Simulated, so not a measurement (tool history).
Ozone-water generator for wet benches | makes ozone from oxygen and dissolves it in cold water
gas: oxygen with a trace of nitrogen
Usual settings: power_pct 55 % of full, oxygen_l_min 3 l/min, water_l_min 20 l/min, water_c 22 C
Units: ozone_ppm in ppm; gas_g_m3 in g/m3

run    hour  power_pct  oxygen_l_min  water_l_min  water_c  ozone_ppm  gas_g_m3
  1       0         55             3           20       22         13     166.1
  2    65.6         55             3           20       22         13     165.2
  3   127.7         55             3           20       22       13.3     167.2
  4   176.3         55             3           20       22       13.2     166.1
  5   247.9         76             3           20       22       16.1     208.2
  6   328.7         76             3           20       22         16       208
  7   385.5         55             3           20       28       12.2     167.7
  8     467         55             3           20       28       12.2     166.8
  9   544.2         55             3           20       28       12.1     165.5
 10   625.9         98           3.7           15       22       24.4     217.8
 11     716         98           3.7           15       22       24.2     216.8
      724.9  -- water thermometer calibrated
 12   760.4         98           3.7           15       22       24.6     216.6
 13   826.5         98          4.86           15       22       23.5     184.9
      883.8  -- water thermometer calibrated, once more
 14   907.4         56          1.56           21       22       11.6     248.6
 15   963.8         55             3           13       22       18.4     166.3
 16  1031.8         77          1.79           20       22       15.5       287
 17  1084.9         55          3.11           24       22       11.1     160.9

5 ways to go on from here, each from the tool as it stands after run 17. What would each give?
  A  1163.2         55          4.37           24       21          ?         ?
  B  1163.2         51          2.42           20       22          ?         ?
  C  1163.2         76             3           12       21          ?         ?
  D  1163.2         65             3           29       19          ?         ?
  E  1163.2         55          3.02           20       14          ?         ?

run  ozone_ppm  gas_g_m3
  A       11.2     129.8
  B       12.4     178.8
  C       24.5     206.8
  D       10.6     184.1
  E       14.1     163.8
Without the tool's hidden state the same runs would have given:
run  ozone_ppm  gas_g_m3
  A         12     135.4
  B       13.2       186
  C       26.4     218.1
  D       11.5     193.1
  E       15.1     170.7
